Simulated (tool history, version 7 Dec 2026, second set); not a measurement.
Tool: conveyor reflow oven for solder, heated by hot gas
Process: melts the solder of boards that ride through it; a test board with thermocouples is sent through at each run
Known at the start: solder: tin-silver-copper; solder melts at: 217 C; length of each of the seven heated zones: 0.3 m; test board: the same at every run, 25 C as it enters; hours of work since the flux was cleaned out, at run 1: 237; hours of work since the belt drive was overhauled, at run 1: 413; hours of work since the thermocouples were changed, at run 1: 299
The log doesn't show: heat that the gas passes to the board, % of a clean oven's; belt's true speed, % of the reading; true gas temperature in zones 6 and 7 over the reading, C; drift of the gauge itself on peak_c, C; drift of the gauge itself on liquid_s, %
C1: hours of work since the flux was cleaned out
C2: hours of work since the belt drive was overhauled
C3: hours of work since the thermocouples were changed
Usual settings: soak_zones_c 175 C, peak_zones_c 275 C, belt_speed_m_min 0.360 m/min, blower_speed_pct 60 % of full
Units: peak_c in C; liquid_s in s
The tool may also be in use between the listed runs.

Run 1, day 0.000: usual settings; C1 237; C2 413; C3 299. Result: peak_c 261.8 C, liquid_s 84.4 s.
Run 2, day 0.321: usual settings; C1 241; C2 418; C3 303. Result: peak_c 261.7 C, liquid_s 84.4 s.
Run 3, day 0.700: usual settings; C1 247; C2 423; C3 308. Result: peak_c 261.8 C, liquid_s 84.6 s.
Run 4, day 1.208: usual settings; C1 254; C2 430; C3 315. Result: peak_c 261.8 C, liquid_s 84.6 s.
Run 5, day 1.854: usual settings; C1 263; C2 439; C3 324. Result: peak_c 261.9 C, liquid_s 84.3 s.
Run 6, day 2.492: usual settings; C1 271; C2 448; C3 333. Result: peak_c 261.7 C, liquid_s 84.4 s.
Run 7, day 2.817: usual settings; C1 276; C2 452; C3 337. Result: peak_c 261.4 C, liquid_s 84.3 s.
Run 8, day 3.196: usual settings; C1 281; C2 457; C3 343. Result: peak_c 261.6 C, liquid_s 84.2 s.
Run 9, day 3.875: usual settings but belt_speed_m_min 0.402 m/min; C1 290; C2 467; C3 352. Result: peak_c 257.9 C, liquid_s 72.0 s.
Run 10, day 4.429: usual settings but belt_speed_m_min 0.402 m/min; C1 298; C2 474; C3 360. Result: peak_c 257.7 C, liquid_s 72.2 s.
Run 11, day 4.746: usual settings but belt_speed_m_min 0.402 m/min, blower_speed_pct 85 % of full; C1 302; C2 479; C3 364. Result: peak_c 261.3 C, liquid_s 75.3 s.
Run 12, day 5.388: usual settings but belt_speed_m_min 0.402 m/min, blower_speed_pct 85 % of full; C1 311; C2 487; C3 373. Result: peak_c 261.2 C, liquid_s 75.2 s.
Run 13, day 5.817: usual settings but soak_zones_c 164 C; C1 317; C2 493; C3 379. Result: peak_c 259.5 C, liquid_s 78.1 s.
Run 14, day 6.171: usual settings but peak_zones_c 288 C; C1 322; C2 498; C3 384. Result: peak_c 273.5 C, liquid_s 92.2 s.
Run 15, day 6.667: usual settings but peak_zones_c 288 C; C1 329; C2 505; C3 390. Result: peak_c 273.3 C, liquid_s 92.0 s.
Run 16, day 7.350: usual settings but peak_zones_c 288 C; C1 338; C2 514; C3 400. Result: peak_c 273.0 C, liquid_s 92.0 s.
Run 17, day 7.754: usual settings but peak_zones_c 288 C; C1 344; C2 520; C3 405. Result: peak_c 273.3 C, liquid_s 91.8 s.
At day 8.379: flux residue cleaned out of gas plates and filters.
Run 18, day 8.638: usual settings but peak_zones_c 288 C; C1 4; C2 529; C3 415. Result: peak_c 275.8 C, liquid_s 93.5 s.
Run 19, day 9.312: usual settings but peak_zones_c 288 C; C1 13; C2 539; C3 424. Result: peak_c 275.7 C, liquid_s 93.3 s.
Run 20, day 10.004: usual settings but peak_zones_c 288 C, belt_speed_m_min 0.369 m/min; C1 22; C2 548; C3 433. Result: peak_c 275.1 C, liquid_s 90.6 s.
Run 21, day 10.342: usual settings but soak_zones_c 166 C, peak_zones_c 279 C, belt_speed_m_min 0.333 m/min, blower_speed_pct 79 % of full; C1 27; C2 553; C3 438. Result: peak_c 270.7 C, liquid_s 95.1 s.
Run 22, day 10.921: usual settings but soak_zones_c 166 C, peak_zones_c 279 C, belt_speed_m_min 0.333 m/min, blower_speed_pct 79 % of full; C1 35; C2 561; C3 446. Result: peak_c 270.6 C, liquid_s 95.3 s.
Run 23, day 11.483: usual settings but soak_zones_c 166 C, peak_zones_c 279 C, belt_speed_m_min 0.333 m/min, blower_speed_pct 79 % of full; C1 43; C2 568; C3 454. Result: peak_c 271.1 C, liquid_s 95.3 s.
Run 24, day 11.979: usual settings but soak_zones_c 173 C, blower_speed_pct 65 % of full; C1 50; C2 575; C3 461. Result: peak_c 264.1 C, liquid_s 85.9 s.
Run 25, day 12.554: usual settings but soak_zones_c 173 C, blower_speed_pct 65 % of full; C1 57; C2 583; C3 468. Result: peak_c 264.0 C, liquid_s 86.0 s.
Run 26, day 13.183: usual settings but soak_zones_c 173 C, blower_speed_pct 65 % of full; C1 66; C2 592; C3 477. Result: peak_c 264.0 C, liquid_s 85.8 s.
Run 27, day 13.604: usual settings but soak_zones_c 173 C, blower_speed_pct 65 % of full; C1 72; C2 598; C3 483. Result: peak_c 263.9 C, liquid_s 85.6 s.
Run 28, day 14.042: usual settings but soak_zones_c 179 C, peak_zones_c 290 C, belt_speed_m_min 0.382 m/min, blower_speed_pct 86 % of full; C1 78; C2 604; C3 489. Result: peak_c 279.7 C, liquid_s 91.1 s.
Run 29, day 14.433: usual settings but soak_zones_c 179 C, peak_zones_c 290 C, belt_speed_m_min 0.382 m/min, blower_speed_pct 86 % of full; C1 83; C2 609; C3 494. Result: peak_c 279.8 C, liquid_s 91.2 s.
Run 30, day 14.788: usual settings but soak_zones_c 184 C, belt_speed_m_min 0.395 m/min, blower_speed_pct 57 % of full; C1 88; C2 614; C3 499. Result: peak_c 261.6 C, liquid_s 80.5 s.
Run 31, day 15.238: usual settings but soak_zones_c 167 C, belt_speed_m_min 0.342 m/min, blower_speed_pct 57 % of full; C1 94; C2 620; C3 505. Result: peak_c 263.2 C, liquid_s 87.5 s.

Hidden state at the last listed run before each entry between runs and at the first one after, where it differs:
Between runs 17 and 18: flux residue cleaned out of gas plates and filters (day 8.379)
  heat that the gas passes to the board, % of a clean oven's: 85.6 -> 99.2; belt's true speed, % of the reading: 99.25 -> 99.23; true gas temperature in zones 6 and 7 over the reading, C: 0.72 -> 0.73
  measured less the result without the state, peak_c: -1.8 -> +0.8 C; liquid_s: -0.4 -> +1.2 s
